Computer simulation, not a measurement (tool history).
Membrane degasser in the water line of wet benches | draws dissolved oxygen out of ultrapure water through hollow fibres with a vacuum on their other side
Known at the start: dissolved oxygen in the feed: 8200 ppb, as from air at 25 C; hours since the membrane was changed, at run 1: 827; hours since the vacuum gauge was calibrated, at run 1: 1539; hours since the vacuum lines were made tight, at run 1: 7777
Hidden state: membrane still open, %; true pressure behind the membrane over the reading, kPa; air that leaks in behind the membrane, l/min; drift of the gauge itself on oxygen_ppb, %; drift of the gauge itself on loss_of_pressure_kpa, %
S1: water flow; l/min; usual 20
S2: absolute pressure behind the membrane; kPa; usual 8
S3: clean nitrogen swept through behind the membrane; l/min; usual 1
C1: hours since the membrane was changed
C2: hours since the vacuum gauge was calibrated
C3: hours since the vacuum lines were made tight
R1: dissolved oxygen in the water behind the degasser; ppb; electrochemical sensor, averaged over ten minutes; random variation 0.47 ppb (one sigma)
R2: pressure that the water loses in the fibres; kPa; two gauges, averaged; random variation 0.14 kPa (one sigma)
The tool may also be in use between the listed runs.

run    hour  S1     S2    S3    C1    C2    C3     R1     R2
  1       0  20      8     1   827  1539  7777  217.4  40.09
  2    68.8  13      8     1   896  1608  7845  148.1  25.96
  3   143.5  13    8.4     1   971  1683  7920  161.1  26.08
  4   182.1  13    8.4     1  1009  1721  7959  160.3  26.22
  5   228.4  31      8     1  1056  1768  8005  341.1  62.39
  6   272.3  31  13.25     1  1099  1812  8049  654.2  62.01
  7   322.4  18      8     1  1150  1862  8099  197.5  36.32
  8   362.4  18      8     1  1190  1902  8139  198.1  35.83
  9   405.2  23      8     1  1232  1944  8182  247.7   46.3
 10   478.8  12      8     1  1306  2018  8255    139  23.96
 11   512.4  20      8     1  1339  2052  8289  217.7  40.02
 12   579.7  20      8     1  1407  2119  8356  218.1  40.25
 13   641.3  20  15.42     1  1468  2181  8418  529.3  40.43
 14   696.8  20  15.42     1  1524  2236  8473  530.5  40.19
 15   758.4  20  15.42     1  1585  2298  8535  528.2  40.06
 16   792.8  20  15.42     1  1620  2332  8570  528.3  39.89
 17   845.2  14  11.78  1.11  1672  2384  8622  254.7  28.06
 18   897.1  14  11.78  1.11  1724  2436  8674  255.4  28.28
 19   971.8  26  13.37  1.11  1799  2511  8748  516.1  52.27
 20  1012.7  18  12.55  1.11  1840  2552  8789  343.2  36.25
 21  1065.8  18  12.55  1.11  1893  2605  8842  343.3  36.21
 22  1114.4  20      8  0.49  1941  2654  8891  384.8  40.23
 23  1151.6  20      8  0.49  1979  2691  8928  385.6  40.14
 24  1216.9  27  11.79  1.83  2044  2756  8994  306.6  54.34
 25  1256.1  28      8  1.12  2083  2795  9033  280.5  56.33
 26  1318.4  19  13.46     2  2146  2858  9095  234.4  37.99
 27  1386.4  28  17.01     2  2213  2926  9163  456.8  56.28
 28  1445.7  28  17.01     2  2273  2985  9222  453.6  56.24
 29  1511.4  28  17.01     2  2338  3051  9288  455.7  56.23
 30  1572.2  23  11.79  1.07  2399  3111  9349  406.5  46.42

Some steps in R1 between neighbouring runs. How much of each would the tool show without its hidden state too (settings, what came in, random variation), and how much is left for the hidden state, with any gauge scatter that isn't in both results?
Run 5 -> 6: S2 8 -> 13.25. R1 +313.1 ppb: hidden state +1.8, all else +311.3.
Run 6 -> 7: S1 31 -> 18, S2 13.25 -> 8. R1 -456.7 ppb: hidden state -1.2, all else -455.5.
Run 12 -> 13: S2 8 -> 15.42. R1 +311.2 ppb: hidden state +4.9, all else +306.3.
Run 21 -> 22: S1 18 -> 20, S2 12.55 -> 8, S3 1.11 -> 0.49. R1 +41.5 ppb: hidden state -4, all else +45.5.
